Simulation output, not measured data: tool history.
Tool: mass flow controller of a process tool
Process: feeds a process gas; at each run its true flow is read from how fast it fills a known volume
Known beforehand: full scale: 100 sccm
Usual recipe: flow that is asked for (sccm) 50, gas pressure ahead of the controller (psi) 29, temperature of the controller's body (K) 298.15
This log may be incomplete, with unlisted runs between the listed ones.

run    hour  flow that is asked for (sccm)  gas pressure ahead of the controller (psi)  temperature of the controller's body (K)  true flow (%)
  1       0                             50                                          29                                    298.15          98.49
  2      41                             50                                          29                                    298.15          98.45
  3   116.6                             50                                          29                                    297.15           98.4
  4   181.3                             50                                          29                                    297.15          98.48
  5   221.6                             50                                          29                                    298.15          98.46
  6   313.4                             50                                          29                                    298.15          98.47
  7   376.7                             50                                          29                                    298.15          98.47
  8   444.8                             50                                          29                                    298.15           98.5
  9   520.2                             50                                          29                                    298.15          98.53
 10   594.6                             22                                        22.2                                    298.15          97.77
 11   651.9                             50                                        32.5                                    296.15           98.3
 12   725.3                             53                                        29.4                                    309.15          99.17
 13   771.9                             53                                        30.9                                    309.15          99.16
 14   858.9                             85                                        23.2                                    311.15         100.31
 15   948.8                             85                                        23.2                                    311.15         100.41
 16  1022.5                             85                                          35                                    311.15         100.23

What if the next run were any one of these 5? Each begins from the tool's condition after run 16:
  A  1089.6                             85                                          38                                    295.15              ?
  B  1089.6                             87                                        39.2                                    298.15              ?
  C  1089.6                             16                                        33.9                                    296.15              ?
  D  1089.6                             85                                          35                                    296.15              ?
  E  1089.6                             92                                        31.8                                    298.15              ?

run  true flow (%)
  A          99.21
  B          99.37
  C          97.25
  D          99.31
  E          99.75
Stripped of hidden state, with their random variation kept, the same runs would have yielded:
run  true flow (%)
  A          99.21
  B          99.37
  C          97.26
  D          99.31
  E          99.75
